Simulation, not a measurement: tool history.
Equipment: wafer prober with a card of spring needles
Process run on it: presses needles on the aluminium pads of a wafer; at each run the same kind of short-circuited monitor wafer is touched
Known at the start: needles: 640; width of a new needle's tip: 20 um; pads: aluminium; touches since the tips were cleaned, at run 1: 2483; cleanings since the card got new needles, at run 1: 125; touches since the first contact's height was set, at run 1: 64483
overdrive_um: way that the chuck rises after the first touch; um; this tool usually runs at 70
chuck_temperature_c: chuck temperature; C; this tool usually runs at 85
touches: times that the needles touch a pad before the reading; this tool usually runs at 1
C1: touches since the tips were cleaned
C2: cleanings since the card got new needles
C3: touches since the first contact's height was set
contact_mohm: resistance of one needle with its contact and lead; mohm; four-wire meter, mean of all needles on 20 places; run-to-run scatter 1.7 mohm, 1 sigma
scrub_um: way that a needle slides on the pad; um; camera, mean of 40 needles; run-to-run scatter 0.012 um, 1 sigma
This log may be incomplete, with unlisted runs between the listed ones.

run 1 hour=0.0 | overdrive_um=70 chuck_temperature_c=85 touches=1 | C1=2483 C2=125 C3=64483 | contact_mohm=351 scrub_um=10.08
-- hour=11.3 tips cleaned on abrasive film
-- hour=30.2 tips cleaned on abrasive film
-- hour=50.3 tips cleaned on abrasive film
run 2 hour=57.8 | overdrive_um=70 chuck_temperature_c=88 touches=1 | C1=2236 C2=128 C3=81650 | contact_mohm=366 scrub_um=10.02
-- hour=69.3 tips cleaned on abrasive film
-- hour=89.4 tips cleaned on abrasive film
run 3 hour=94.4 | overdrive_um=70 chuck_temperature_c=85 touches=1 | C1=1500 C2=130 C3=92530 | contact_mohm=323 scrub_um=10.01
-- hour=106.5 tips cleaned on abrasive film
-- hour=126.5 tips cleaned on abrasive film
-- hour=146.6 tips cleaned on abrasive film
-- hour=154.9 height of the first contact set anew
-- hour=164.1 tips cleaned on abrasive film
run 4 hour=164.1 | overdrive_um=70 chuck_temperature_c=85 touches=1 | C1=0 C2=134 C3=2725 | contact_mohm=198 scrub_um=10.19
-- hour=184.1 tips cleaned on abrasive film
-- hour=203.9 tips cleaned on abrasive film
run 5 hour=206.6 | overdrive_um=70 chuck_temperature_c=85 touches=1 | C1=794 C2=136 C3=15359 | contact_mohm=247 scrub_um=10.17
-- hour=222.7 tips cleaned on abrasive film
-- hour=242.2 tips cleaned on abrasive film
-- hour=262.1 tips cleaned on abrasive film
run 6 hour=264.1 | overdrive_um=70 chuck_temperature_c=66 touches=1 | C1=592 C2=139 C3=32442 | contact_mohm=225 scrub_um=10.14
-- hour=280.1 tips cleaned on abrasive film
-- hour=300.2 tips cleaned on abrasive film
-- hour=320.0 tips cleaned on abrasive film
run 7 hour=332.9 | overdrive_um=70 chuck_temperature_c=85 touches=1 | C1=3860 C2=142 C3=52913 | contact_mohm=438 scrub_um=10.13
-- hour=337.0 tips cleaned on abrasive film
-- hour=356.6 tips cleaned on abrasive film
-- hour=376.7 tips cleaned on abrasive film
run 8 hour=381.2 | overdrive_um=70 chuck_temperature_c=85 touches=1 | C1=1348 C2=145 C3=67242 | contact_mohm=311 scrub_um=10.05
-- hour=393.2 tips cleaned on abrasive film
-- hour=413.2 tips cleaned on abrasive film
run 9 hour=429.1 | overdrive_um=70 chuck_temperature_c=85 touches=1 | C1=4744 C2=147 C3=81497 | contact_mohm=494 scrub_um=10.06
-- hour=432.8 tips cleaned on abrasive film
-- hour=452.3 tips cleaned on abrasive film
-- hour=472.4 tips cleaned on abrasive film
run 10 hour=474.0 | overdrive_um=70 chuck_temperature_c=85 touches=1 | C1=483 C2=150 C3=94824 | contact_mohm=244 scrub_um=10.00
-- hour=489.7 tips cleaned on abrasive film
-- hour=509.2 tips cleaned on abrasive film
-- hour=525.3 tips cleaned on abrasive film
-- hour=529.6 height of the first contact set anew
run 11 hour=540.6 | overdrive_um=70 chuck_temperature_c=66 touches=1 | C1=4472 C2=153 C3=3280 | contact_mohm=474 scrub_um=10.21
-- hour=544.5 tips cleaned on abrasive film
-- hour=564.5 tips cleaned on abrasive film
-- hour=584.5 tips cleaned on abrasive film
-- hour=600.6 tips cleaned on abrasive film
run 12 hour=610.3 | overdrive_um=70 chuck_temperature_c=66 touches=1 | C1=2895 C2=157 C3=23985 | contact_mohm=397 scrub_um=10.19
-- hour=618.4 tips cleaned on abrasive film
-- hour=638.4 tips cleaned on abrasive film
-- hour=658.5 tips cleaned on abrasive film
-- hour=678.3 tips cleaned on abrasive film
run 13 hour=687.5 | overdrive_um=70 chuck_temperature_c=123 touches=1 | C1=2756 C2=161 C3=46934 | contact_mohm=398 scrub_um=10.13
-- hour=695.4 tips cleaned on abrasive film
-- hour=714.8 tips cleaned on abrasive film
run 14 hour=727.7 | overdrive_um=70 chuck_temperature_c=123 touches=1 | C1=3837 C2=163 C3=58863 | contact_mohm=438 scrub_um=10.11
-- hour=731.8 tips cleaned on abrasive film
-- hour=751.7 tips cleaned on abrasive film
run 15 hour=765.0 | overdrive_um=52 chuck_temperature_c=49 touches=2 | C1=3977 C2=165 C3=69949 | contact_mohm=508 scrub_um=7.46
-- hour=769.1 tips cleaned on abrasive film
-- hour=789.1 tips cleaned on abrasive film
-- hour=809.2 tips cleaned on abrasive film
run 16 hour=824.6 | overdrive_um=52 chuck_temperature_c=49 touches=2 | C1=4599 C2=168 C3=87664 | contact_mohm=502 scrub_um=7.40
-- hour=828.1 tips cleaned on abrasive film
-- hour=847.8 tips cleaned on abrasive film
-- hour=867.3 tips cleaned on abrasive film
-- hour=887.4 tips cleaned on abrasive film
-- hour=903.4 tips cleaned on abrasive film
-- hour=903.7 height of the first contact set anew
run 17 hour=905.9 | overdrive_um=73 chuck_temperature_c=43 touches=2 | C1=647 C2=173 C3=647 | contact_mohm=199 scrub_um=10.66
-- hour=922.0 tips cleaned on abrasive film
-- hour=942.0 tips cleaned on abrasive film
-- hour=961.6 tips cleaned on abrasive film
run 18 hour=968.5 | overdrive_um=70 chuck_temperature_c=34 touches=2 | C1=2041 C2=176 C3=19242 | contact_mohm=299 scrub_um=10.20
-- hour=980.5 tips cleaned on abrasive film
-- hour=996.6 tips cleaned on abrasive film
-- hour=1016.5 tips cleaned on abrasive film
-- hour=1036.1 tips cleaned on abrasive film
run 19 hour=1050.2 | overdrive_um=70 chuck_temperature_c=40 touches=2 | C1=4207 C2=180 C3=43548 | contact_mohm=362 scrub_um=10.13
-- hour=1054.3 tips cleaned on abrasive film
-- hour=1073.7 tips cleaned on abrasive film
-- hour=1093.2 tips cleaned on abrasive film
-- hour=1113.3 tips cleaned on abrasive film
-- hour=1132.8 tips cleaned on abrasive film
run 20 hour=1132.9 | overdrive_um=70 chuck_temperature_c=55 touches=2 | C1=32 C2=185 C3=68097 | contact_mohm=189 scrub_um=10.08
-- hour=1148.9 tips cleaned on abrasive film
-- hour=1169.0 tips cleaned on abrasive film
run 21 hour=1177.8 | overdrive_um=62 chuck_temperature_c=61 touches=1 | C1=2627 C2=187 C3=81444 | contact_mohm=456 scrub_um=8.87
-- hour=1185.9 tips cleaned on abrasive film
-- hour=1205.5 tips cleaned on abrasive film
-- hour=1221.6 tips cleaned on abrasive film
run 22 hour=1221.6 | overdrive_um=73 chuck_temperature_c=93 touches=1 | C1=0 C2=190 C3=94440 | contact_mohm=191 scrub_um=10.44
-- hour=1237.9 tips cleaned on abrasive film
-- hour=1253.9 tips cleaned on abrasive film
-- hour=1274.0 tips cleaned on abrasive film
-- hour=1278.3 height of the first contact set anew
run 23 hour=1286.3 | overdrive_um=82 chuck_temperature_c=85 touches=1 | C1=3588 C2=193 C3=2395 | contact_mohm=365 scrub_um=11.97
-- hour=1294.2 tips cleaned on abrasive film
-- hour=1313.9 tips cleaned on abrasive film
-- hour=1334.0 tips cleaned on abrasive film
-- hour=1350.0 tips cleaned on abrasive film
-- hour=1368.1 tips cleaned on abrasive film
run 24 hour=1368.1 | overdrive_um=82 chuck_temperature_c=85 touches=1 | C1=0 C2=198 C3=26687 | contact_mohm=191 scrub_um=11.90
-- hour=1388.0 tips cleaned on abrasive film
-- hour=1408.0 tips cleaned on abrasive film
-- hour=1427.5 tips cleaned on abrasive film
run 25 hour=1433.8 | overdrive_um=70 chuck_temperature_c=85 touches=3 | C1=1872 C2=201 C3=46207 | contact_mohm=239 scrub_um=10.11
-- hour=1445.7 tips cleaned on abrasive film
-- hour=1465.3 tips cleaned on abrasive film
-- hour=1484.8 tips cleaned on abrasive film
run 26 hour=1485.5 | overdrive_um=70 chuck_temperature_c=85 touches=3 | C1=220 C2=204 C3=61566 | contact_mohm=189 scrub_um=10.07
-- hour=1501.6 tips cleaned on abrasive film
-- hour=1521.6 tips cleaned on abrasive film
-- hour=1540.6 tips cleaned on abrasive film
run 27 hour=1540.7 | overdrive_um=69 chuck_temperature_c=85 touches=1 | C1=22 C2=207 C3=77957 | contact_mohm=215 scrub_um=9.88

What if the next run were any one of these 4? Each begins from the tool's condition after run 27:
-- hour=1560.3 tips cleaned on abrasive film
-- hour=1576.3 tips cleaned on abrasive film
-- hour=1596.4 tips cleaned on abrasive film
-- hour=1616.3 tips cleaned on abrasive film
run A hour=1622.9 | overdrive_um=69 chuck_temperature_c=25 touches=1 | C1=1978 C2=211 C3=102391 | contact_mohm=? scrub_um=?
-- hour=1560.3 tips cleaned on abrasive film
-- hour=1576.3 tips cleaned on abrasive film
-- hour=1596.4 tips cleaned on abrasive film
-- hour=1616.3 tips cleaned on abrasive film
run B hour=1622.9 | overdrive_um=62 chuck_temperature_c=43 touches=2 | C1=1978 C2=211 C3=102391 | contact_mohm=? scrub_um=?
-- hour=1560.3 tips cleaned on abrasive film
-- hour=1576.3 tips cleaned on abrasive film
-- hour=1596.4 tips cleaned on abrasive film
-- hour=1616.3 tips cleaned on abrasive film
run C hour=1622.9 | overdrive_um=69 chuck_temperature_c=85 touches=1 | C1=1978 C2=211 C3=102391 | contact_mohm=? scrub_um=?
-- hour=1560.3 tips cleaned on abrasive film
-- hour=1576.3 tips cleaned on abrasive film
-- hour=1596.4 tips cleaned on abrasive film
-- hour=1616.3 tips cleaned on abrasive film
run D hour=1622.9 | overdrive_um=69 chuck_temperature_c=84 touches=2 | C1=1978 C2=211 C3=102391 | contact_mohm=? scrub_um=?

run=A contact_mohm=411 scrub_um=9.84
run=B contact_mohm=349 scrub_um=8.81
run=C contact_mohm=395 scrub_um=9.83
run=D contact_mohm=308 scrub_um=9.83
With the hidden condition removed and each run's random variation left untouched, the same runs would have given:
run=A contact_mohm=151 scrub_um=10.07
run=B contact_mohm=158 scrub_um=9.03
run=C contact_mohm=161 scrub_um=10.06
run=D contact_mohm=161 scrub_um=10.06
